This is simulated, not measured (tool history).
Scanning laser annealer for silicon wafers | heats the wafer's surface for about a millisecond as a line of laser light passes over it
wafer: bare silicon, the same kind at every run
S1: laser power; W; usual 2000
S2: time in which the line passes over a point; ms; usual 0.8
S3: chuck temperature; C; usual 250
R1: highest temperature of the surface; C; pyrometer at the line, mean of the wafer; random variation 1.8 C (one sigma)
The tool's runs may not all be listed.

| run | hour | S1 | S2 | S3 | R1 |
|---|---|---|---|---|---|
| 1 | 0 | 2000 | 0.8 | 250 | 957 |
| 2 | 41.1 | 2000 | 0.8 | 250 | 951 |
| 3 | 71.7 | 2000 | 0.8 | 250 | 951 |
| 4 | 100.3 | 2000 | 0.8 | 286 | 988 |
| 5 | 138 | 2000 | 0.8 | 286 | 990 |
| 6 | 165.7 | 2000 | 0.8 | 286 | 991 |
| 7 | 204.6 | 2000 | 0.8 | 250 | 954 |
| 8 | 229.6 | 2000 | 0.8 | 211 | 916 |
| 9 | 271.5 | 2000 | 0.8 | 211 | 912 |
| 10 | 312 | 2000 | 0.958 | 250 | 1022 |
| 11 | 344.2 | 2000 | 0.958 | 250 | 1023 |
| 12 | 377.9 | 2000 | 0.958 | 250 | 1022 |
| 13 | 408.5 | 2000 | 0.92 | 225 | 978 |
| 14 | 431.2 | 1806 | 0.92 | 277 | 937 |
| 15 | 481 | 1918 | 0.763 | 251 | 904 |
| 16 | 502.2 | 1918 | 0.763 | 251 | 902 |
| 17 | 544.4 | 1918 | 0.763 | 251 | 901 |
| 18 | 583.6 | 1918 | 0.763 | 251 | 900 |
| 19 | 618.6 | 1826 | 0.98 | 228 | 920 |
| 20 | 643 | 1826 | 0.98 | 228 | 923 |
| 21 | 681.4 | 1826 | 0.98 | 228 | 922 |
| 22 | 704 | 2187 | 0.625 | 244 | 937 |
| 23 | 727.9 | 2187 | 0.588 | 246 | 919 |

Forecast each of these 4 alternatives for the next run:
| A | 764 | 1925 | 0.621 | 221 | ? |
| B | 764 | 2197 | 0.714 | 275 | ? |
| C | 764 | 2187 | 0.588 | 225 | ? |
| D | 764 | 2000 | 0.755 | 250 | ? |

| run | R1 |
|---|---|
| A | 808 |
| B | 1020 |
| C | 897 |
| D | 932 |
Without the tool's hidden state the same runs would have given:
| run | R1 |
|---|---|
| A | 809 |
| B | 1021 |
| C | 898 |
| D | 932 |
